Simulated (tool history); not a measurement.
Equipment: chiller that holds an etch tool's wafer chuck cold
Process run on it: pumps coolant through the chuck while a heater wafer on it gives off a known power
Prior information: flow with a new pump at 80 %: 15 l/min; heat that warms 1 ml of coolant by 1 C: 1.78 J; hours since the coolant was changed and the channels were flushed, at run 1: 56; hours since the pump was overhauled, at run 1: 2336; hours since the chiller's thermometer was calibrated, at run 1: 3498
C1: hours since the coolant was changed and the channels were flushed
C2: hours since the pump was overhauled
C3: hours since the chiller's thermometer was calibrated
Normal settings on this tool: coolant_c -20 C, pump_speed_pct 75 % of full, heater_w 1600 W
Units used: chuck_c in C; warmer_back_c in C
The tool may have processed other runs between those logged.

run 1 day=0.000 | coolant_c=-20 pump_speed_pct=75 heater_w=1600 | C1=56 C2=2336 C3=3498 | chuck_c=-8.81 warmer_back_c=3.92
run 2 day=5.225 | coolant_c=-20 pump_speed_pct=75 heater_w=1600 | C1=181 C2=2461 C3=3624 | chuck_c=-8.72 warmer_back_c=3.91
run 3 day=9.275 | coolant_c=-20 pump_speed_pct=75 heater_w=1600 | C1=278 C2=2558 C3=3721 | chuck_c=-8.72 warmer_back_c=3.87
run 4 day=15.729 | coolant_c=-20 pump_speed_pct=75 heater_w=1600 | C1=433 C2=2713 C3=3876 | chuck_c=-8.64 warmer_back_c=3.94
run 5 day=19.608 | coolant_c=-20 pump_speed_pct=80 heater_w=1600 | C1=526 C2=2807 C3=3969 | chuck_c=-9.19 warmer_back_c=3.69
run 6 day=26.358 | coolant_c=-20 pump_speed_pct=80 heater_w=1576 | C1=689 C2=2969 C3=4131 | chuck_c=-9.51 warmer_back_c=3.60
run 7 day=30.867 | coolant_c=-24 pump_speed_pct=82 heater_w=2397 | C1=797 C2=3077 C3=4239 | chuck_c=-8.22 warmer_back_c=5.34
run 8 day=36.100 | coolant_c=-24 pump_speed_pct=80 heater_w=1934 | C1=922 C2=3202 C3=4365 | chuck_c=-10.96 warmer_back_c=4.40
run 9 day=42.646 | coolant_c=-16 pump_speed_pct=75 heater_w=1610 | C1=1079 C2=3359 C3=4522 | chuck_c=-4.53 warmer_back_c=4.01
run 10 day=49.717 | coolant_c=-16 pump_speed_pct=75 heater_w=1610 | C1=1249 C2=3529 C3=4692 | chuck_c=-4.70 warmer_back_c=3.96

Some steps in chuck_c, run to run, broken into two amounts with sign: the step expected even without the hidden condition (settings, incoming material, random variation), and the rest, left for the hidden condition together with whatever gauge scatter is not in both the measured and the hidden-condition-free result:
Hidden state at play: heat passed by the chuck's channels, % of clean ones'; flow at a given pump speed, % of a new pump's; coolant's true temperature over the reading, C; drift of the gauge itself on chuck_c, C; drift of the gauge itself on warmer_back_c, C.
Run 6 -> 7: coolant_c -20 -> -24, pump_speed_pct 80 -> 82, heater_w 1576 -> 2397. chuck_c +1.29 C: hidden state +0.14, all else +1.15.
Run 8 -> 9: coolant_c -24 -> -16, pump_speed_pct 80 -> 75, heater_w 1934 -> 1610. chuck_c +6.43 C: hidden state -0.04, all else +6.47.

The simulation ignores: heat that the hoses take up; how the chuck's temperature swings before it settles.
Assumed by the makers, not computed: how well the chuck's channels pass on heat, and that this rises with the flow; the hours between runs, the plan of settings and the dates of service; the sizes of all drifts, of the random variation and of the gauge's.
